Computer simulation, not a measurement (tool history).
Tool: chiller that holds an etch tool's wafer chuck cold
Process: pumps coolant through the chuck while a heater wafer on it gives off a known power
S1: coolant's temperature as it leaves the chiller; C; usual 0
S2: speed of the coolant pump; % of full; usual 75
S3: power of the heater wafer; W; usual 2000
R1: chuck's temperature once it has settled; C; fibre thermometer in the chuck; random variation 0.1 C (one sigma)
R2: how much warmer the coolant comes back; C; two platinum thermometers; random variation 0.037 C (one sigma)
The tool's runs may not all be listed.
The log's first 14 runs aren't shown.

{"run": 15, "hour": 1019.9, "S1": 0, "S2": 75, "S3": 2000, "R1": 25.9, "R2": 7.52}
{"run": 16, "hour": 1074.0, "S1": 0, "S2": 75, "S3": 2000, "R1": 26.1, "R2": 7.55}
{"run": 17, "hour": 1140.2, "S1": 0, "S2": 75, "S3": 2000, "R1": 25.9, "R2": 7.55}
{"run": 18, "hour": 1223.2, "S1": -1, "S2": 77, "S3": 2207, "R1": 27.5, "R2": 8.08}
{"run": 19, "hour": 1302.1, "S1": -1, "S2": 78, "S3": 2207, "R1": 27.3, "R2": 7.95}
{"run": 20, "hour": 1403.2, "S1": -1, "S2": 78, "S3": 2207, "R1": 27.4, "R2": 8.01}
{"run": 21, "hour": 1499.6, "S1": -1, "S2": 74, "S3": 2207, "R1": 28.3, "R2": 8.46}
{"run": 22, "hour": 1547.6, "S1": 8, "S2": 95, "S3": 2207, "R1": 33.7, "R2": 6.64}
{"run": 23, "hour": 1637.9, "S1": -1, "S2": 74, "S3": 1006, "R1": 12.1, "R2": 3.97}
{"run": 24, "hour": 1681.3, "S1": -1, "S2": 74, "S3": 1006, "R1": 12.5, "R2": 3.84}
{"run": 25, "hour": 1735.0, "S1": -4, "S2": 66, "S3": 1530, "R1": 17.6, "R2": 6.57}
{"run": 26, "hour": 1813.5, "S1": -2, "S2": 62, "S3": 2509, "R1": 34.6, "R2": 11.46}
{"run": 27, "hour": 1910.6, "S1": -2, "S2": 62, "S3": 2509, "R1": 34.9, "R2": 11.5}
{"hour": 1952.8, "done": "chiller's thermometer calibrated"}
{"run": 28, "hour": 1961.6, "S1": -2, "S2": 62, "S3": 2509, "R1": 35.1, "R2": 11.51}
{"run": 29, "hour": 2039.1, "S1": -8, "S2": 62, "S3": 1186, "R1": 9.7, "R2": 5.4}
{"run": 30, "hour": 2112.1, "S1": -8, "S2": 62, "S3": 1186, "R1": 9.8, "R2": 5.45}
{"run": 31, "hour": 2171.8, "S1": 0, "S2": 72, "S3": 1152, "R1": 16, "R2": 4.54}

5 ways to go on from here, each from the tool as it stands after run 31. What would each give?
{"run": "A", "hour": 2264.3, "S1": -9, "S2": 75, "S3": 1773, "R1": "?", "R2": "?"}
{"run": "B", "hour": 2264.3, "S1": -3, "S2": 75, "S3": 2000, "R1": "?", "R2": "?"}
{"run": "C", "hour": 2264.3, "S1": -1, "S2": 67, "S3": 1169, "R1": "?", "R2": "?"}
{"run": "D", "hour": 2264.3, "S1": 0, "S2": 93, "S3": 2389, "R1": "?", "R2": "?"}
{"run": "E", "hour": 2264.3, "S1": 7, "S2": 75, "S3": 1762, "R1": "?", "R2": "?"}

run=A R1=15.1 R2=6.84
run=B R1=24.2 R2=7.68
run=C R1=15.6 R2=5.03
run=D R1=28.9 R2=7.44
run=E R1=31 R2=6.76
Without the tool's hidden state the same runs would have given:
run=A R1=11.5 R2=6.27
run=B R1=20.2 R2=7.04
run=C R1=13.2 R2=4.62
run=D R1=24.7 R2=6.82
run=E R1=27.5 R2=6.2
